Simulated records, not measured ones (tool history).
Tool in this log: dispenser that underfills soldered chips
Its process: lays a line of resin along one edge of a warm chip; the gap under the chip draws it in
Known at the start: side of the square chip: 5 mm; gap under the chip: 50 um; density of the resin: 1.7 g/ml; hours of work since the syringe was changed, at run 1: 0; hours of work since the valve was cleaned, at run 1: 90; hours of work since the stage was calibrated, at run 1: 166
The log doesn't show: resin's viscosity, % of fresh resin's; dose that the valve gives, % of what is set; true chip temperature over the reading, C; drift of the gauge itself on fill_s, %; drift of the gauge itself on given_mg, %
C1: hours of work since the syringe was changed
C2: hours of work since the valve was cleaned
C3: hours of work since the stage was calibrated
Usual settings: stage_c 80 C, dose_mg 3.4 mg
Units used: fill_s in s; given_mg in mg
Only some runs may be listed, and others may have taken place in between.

Run 1, hour 0: usual settings; C1 0; C2 90; C3 166. Result: fill_s 28.4 s, given_mg 3.27 mg.
Run 2, hour 5.6: usual settings; C1 4; C2 94; C3 170. Result: fill_s 35.8 s, given_mg 3.29 mg.
Run 3, hour 13.1: usual settings; C1 9; C2 99; C3 175. Result: fill_s 46.2 s, given_mg 3.26 mg.
At hour 16.5: new syringe of resin.
Run 4, hour 22.6: usual settings but stage_c 81 C; C1 4; C2 105; C3 181. Result: fill_s 34.2 s, given_mg 3.24 mg.
Run 5, hour 27.3: usual settings but dose_mg 3.34 mg; C1 7; C2 108; C3 184. Result: fill_s 42.9 s, given_mg 3.18 mg.
At hour 33.2: new syringe of resin.
Run 6, hour 36.6: usual settings but dose_mg 3.34 mg; C1 2; C2 114; C3 190. Result: fill_s 31.2 s, given_mg 3.19 mg.
Run 7, hour 47.7: usual settings but dose_mg 3.34 mg; C1 10; C2 121; C3 197. Result: fill_s 48.7 s, given_mg 3.2 mg.
At hour 50.4: new syringe of resin.
Run 8, hour 57.5: usual settings but dose_mg 3.34 mg; C1 5; C2 128; C3 204. Result: fill_s 37.3 s, given_mg 3.17 mg.
Run 9, hour 62.7: usual settings but stage_c 75 C; C1 8; C2 131; C3 207. Result: fill_s 59.2 s, given_mg 3.22 mg.
At hour 65.2: dispensing valve cleaned and set on the balance.
At hour 67.8: new syringe of resin.
Run 10, hour 69.9: usual settings but stage_c 75 C; C1 1; C2 3; C3 211. Result: fill_s 39.4 s, given_mg 3.38 mg.
Run 11, hour 75.4: usual settings; C1 5; C2 7; C3 215. Result: fill_s 38.5 s, given_mg 3.4 mg.
At hour 84.9: new syringe of resin.
Run 12, hour 86.2: usual settings; C1 1; C2 13; C3 221. Result: fill_s 30.7 s, given_mg 3.37 mg.
Run 13, hour 91.4: usual settings; C1 4; C2 17; C3 225. Result: fill_s 36.4 s, given_mg 3.41 mg.
Run 14, hour 98.8: usual settings; C1 9; C2 22; C3 230. Result: fill_s 48.4 s, given_mg 3.36 mg.
At hour 101.9: new syringe of resin.
Run 15, hour 103.6: usual settings; C1 1; C2 25; C3 233. Result: fill_s 30.8 s, given_mg 3.35 mg.
Run 16, hour 112.6: usual settings; C1 7; C2 31; C3 239. Result: fill_s 42 s, given_mg 3.37 mg.
At hour 119.1: new syringe of resin.
Run 17, hour 122.7: usual settings but stage_c 74 C; C1 2; C2 37; C3 245. Result: fill_s 43 s, given_mg 3.36 mg.
Run 18, hour 128.4: usual settings; C1 6; C2 41; C3 249. Result: fill_s 40 s, given_mg 3.32 mg.
Run 19, hour 134.5: usual settings; C1 10; C2 45; C3 253. Result: fill_s 50.7 s, given_mg 3.32 mg.
At hour 135.6: new syringe of resin.
Run 20, hour 143.6: usual settings but stage_c 88 C, dose_mg 3.71 mg; C1 5; C2 51; C3 259. Result: fill_s 25.6 s, given_mg 3.65 mg.
Run 21, hour 149.4: usual settings but stage_c 88 C, dose_mg 3.71 mg; C1 9; C2 54; C3 262. Result: fill_s 33.3 s, given_mg 3.65 mg.
At hour 152.9: new syringe of resin.
Run 22, hour 159.5: usual settings but dose_mg 3.46 mg; C1 4; C2 61; C3 269. Result: fill_s 36.7 s, given_mg 3.37 mg.
Run 23, hour 164.1: usual settings but dose_mg 3.46 mg; C1 7; C2 64; C3 272. Result: fill_s 43.7 s, given_mg 3.36 mg.

Expected results for the next run?
At hour 169.8: new syringe of resin.
Run 24, hour 175.1: usual settings but stage_c 88 C, dose_mg 4.13 mg; C1 3; C2 71; C3 279. Result: fill_s ?, given_mg ?.

Run 24 produced fill_s 22.7 s, given_mg 4.03 mg.
If the tool had no hidden condition, the same run with the same run-to-run variation would have returned fill_s 19.7 s, given_mg 4.15 mg.

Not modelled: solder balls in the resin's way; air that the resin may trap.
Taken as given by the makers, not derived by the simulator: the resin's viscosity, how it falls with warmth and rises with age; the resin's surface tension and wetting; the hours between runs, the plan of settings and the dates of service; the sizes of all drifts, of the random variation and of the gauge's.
